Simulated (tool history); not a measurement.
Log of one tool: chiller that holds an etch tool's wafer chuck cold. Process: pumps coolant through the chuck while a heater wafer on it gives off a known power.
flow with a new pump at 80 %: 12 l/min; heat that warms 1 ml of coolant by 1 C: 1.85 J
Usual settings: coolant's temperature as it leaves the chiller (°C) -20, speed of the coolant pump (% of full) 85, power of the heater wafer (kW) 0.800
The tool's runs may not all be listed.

run	hour	coolant's temperature as it leaves the chiller (°C)	speed of the coolant pump (% of full)	power of the heater wafer (kW)	chuck's temperature once it has settled (°C)	how much warmer the coolant comes back (C)
1	0.0	-20	85	0.800	-14.9	2.05
2	165.0	-29	85	0.800	-23.8	2.03
3	341.6	-29	85	0.800	-23.9	2.07
4	569.0	-20	85	0.800	-14.9	2.02
5	677.0	-10	85	0.800	-4.8	2.03
6	856.8	-10	85	0.611	-6.3	1.52
7	1047.8	-20	85	0.927	-14.1	2.37
8	1157.8	-20	85	0.927	-13.9	2.36
9	1274.5	-20	85	0.800	-14.9	2.01
10	1394.3	-20	85	0.817	-14.8	2.08
11	1577.2	-20	70	0.800	-14.3	2.42
12	1740.2	-20	70	0.800	-14.3	2.43
13	1963.5	-10	75	0.838	-4.2	2.36
# hour 2021.2: chiller's thermometer calibrated
14	2124.1	-12	72	0.838	-6.5	2.51
15	2290.5	-12	72	0.628	-7.5	1.81
16	2523.8	-12	72	0.628	-7.7	1.86
17	2668.8	-12	72	0.628	-7.7	1.83
18	2767.7	-20	74	0.489	-16.5	1.37
19	2884.0	-20	71	0.837	-14.1	2.56
20	3068.3	-20	71	0.837	-14.2	2.51
21	3176.3	-20	71	0.837	-13.9	2.53
22	3274.0	-24	83	0.638	-19.9	1.62
23	3381.2	-24	65	0.515	-20.1	1.66
24	3496.4	-16	77	0.974	-9.4	2.68

Forecast each of these 4 alternatives for the next run:
A	3639.5	-16	100	0.974	?	?
B	3639.5	-15	85	1.085	?	?
C	3639.5	-20	84	0.800	?	?
D	3639.5	-16	94	0.974	?	?

run	chuck's temperature once it has settled (°C)	how much warmer the coolant comes back (C)
A	-10.2	2.06
B	-8.0	2.67
C	-14.9	2.01
D	-9.8	2.18
Without the tool's hidden state the same runs would have given:
run	chuck's temperature once it has settled (°C)	how much warmer the coolant comes back (C)
A	-10.2	2.12
B	-8.0	2.72
C	-14.9	2.07
D	-9.8	2.23
